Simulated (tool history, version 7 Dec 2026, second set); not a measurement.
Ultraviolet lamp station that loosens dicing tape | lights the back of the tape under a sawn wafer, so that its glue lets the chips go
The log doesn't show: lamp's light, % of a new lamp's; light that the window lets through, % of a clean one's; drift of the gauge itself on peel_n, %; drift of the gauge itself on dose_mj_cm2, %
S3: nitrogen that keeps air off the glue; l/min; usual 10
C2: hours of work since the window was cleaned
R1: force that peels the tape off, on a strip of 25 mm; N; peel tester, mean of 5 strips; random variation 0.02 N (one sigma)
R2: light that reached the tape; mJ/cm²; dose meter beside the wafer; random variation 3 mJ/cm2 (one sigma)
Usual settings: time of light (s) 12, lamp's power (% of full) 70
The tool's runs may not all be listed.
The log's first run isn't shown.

Run 2, hour 31.6: usual settings but lamp's power (% of full) 78; hours of work of the lamp 219; C2 568. Result: R1 0.996 N, R2 437 mJ/cm².
Run 3, hour 86.8: usual settings but lamp's power (% of full) 78, S3 13 l/min; hours of work of the lamp 261; C2 610. Result: R1 0.792 N, R2 433 mJ/cm².
At hour 113.4: window cleaned of glue's vapour.
Run 4, hour 145.3: usual settings but lamp's power (% of full) 78, S3 13 l/min; hours of work of the lamp 305; C2 24. Result: R1 0.685 N, R2 450 mJ/cm².
Run 5, hour 176.5: usual settings but time of light (s) 20; hours of work of the lamp 329; C2 48. Result: R1 0.349 N, R2 663 mJ/cm².
Run 6, hour 207.2: usual settings but time of light (s) 20; hours of work of the lamp 353; C2 72. Result: R1 0.367 N, R2 659 mJ/cm².
Run 7, hour 256.4: usual settings but time of light (s) 20; hours of work of the lamp 390; C2 109. Result: R1 0.364 N, R2 656 mJ/cm².
Run 8, hour 307.4: usual settings but time of light (s) 20, S3 6 l/min; hours of work of the lamp 429; C2 148. Result: R1 0.668 N, R2 642 mJ/cm².
Run 9, hour 367.9: usual settings but time of light (s) 20, S3 6 l/min; hours of work of the lamp 475; C2 195. Result: R1 0.732 N, R2 626 mJ/cm².
Run 10, hour 398.7: usual settings but time of light (s) 20, S3 6 l/min; hours of work of the lamp 499; C2 218. Result: R1 0.741 N, R2 626 mJ/cm².
Run 11, hour 430.5: usual settings but time of light (s) 20, S3 6 l/min; hours of work of the lamp 523; C2 243. Result: R1 0.751 N, R2 615 mJ/cm².
Run 12, hour 474.8: usual settings; hours of work of the lamp 557; C2 276. Result: R1 1.435 N, R2 368 mJ/cm².
Run 13, hour 513.0: usual settings but time of light (s) 9; hours of work of the lamp 586; C2 306. Result: R1 2.434 N, R2 272 mJ/cm².
Run 14, hour 540.1: usual settings but time of light (s) 9; hours of work of the lamp 607; C2 326. Result: R1 2.397 N, R2 270 mJ/cm².
Run 15, hour 570.3: usual settings but lamp's power (% of full) 77; hours of work of the lamp 630; C2 349. Result: R1 1.268 N, R2 388 mJ/cm².
Run 16, hour 630.2: usual settings but lamp's power (% of full) 77; hours of work of the lamp 676; C2 395. Result: R1 1.362 N, R2 383 mJ/cm².
Run 17, hour 677.4: usual settings but lamp's power (% of full) 77; hours of work of the lamp 712; C2 431. Result: R1 1.417 N, R2 379 mJ/cm².
Run 18, hour 717.7: usual settings but lamp's power (% of full) 77; hours of work of the lamp 743; C2 462. Result: R1 1.388 N, R2 373 mJ/cm².
Run 19, hour 777.0: usual settings but lamp's power (% of full) 77; hours of work of the lamp 788; C2 508. Result: R1 1.472 N, R2 363 mJ/cm².
Run 20, hour 806.1: usual settings; hours of work of the lamp 811; C2 530. Result: R1 1.734 N, R2 325 mJ/cm².
Run 21, hour 841.3: usual settings; hours of work of the lamp 838; C2 557. Result: R1 1.852 N, R2 326 mJ/cm².
Run 22, hour 878.4: usual settings but time of light (s) 13, lamp's power (% of full) 85, S3 3 l/min; hours of work of the lamp 866; C2 585. Result: R1 2.838 N, R2 421 mJ/cm².
Run 23, hour 922.7: usual settings but time of light (s) 8, lamp's power (% of full) 67, S3 20 l/min; hours of work of the lamp 900; C2 619. Result: R1 2.600 N, R2 203 mJ/cm².
At hour 938.7: window cleaned of glue's vapour.
Run 24, hour 967.2: usual settings but time of light (s) 8, lamp's power (% of full) 66, S3 5 l/min; hours of work of the lamp 934; C2 22. Result: R1 4.689 N, R2 203 mJ/cm².

The next listed run, before its measurement:
Run 25, hour 1022.1: usual settings but time of light (s) 8, lamp's power (% of full) 66, S3 5 l/min; hours of work of the lamp 975; C2 64. Result: R1 ?, R2 ?.

{"run 25": {"R1": 4.853, "R2": 206}}
Without the tool's hidden state the same run would have given R1 3.482 N, R2 285 mJ/cm².
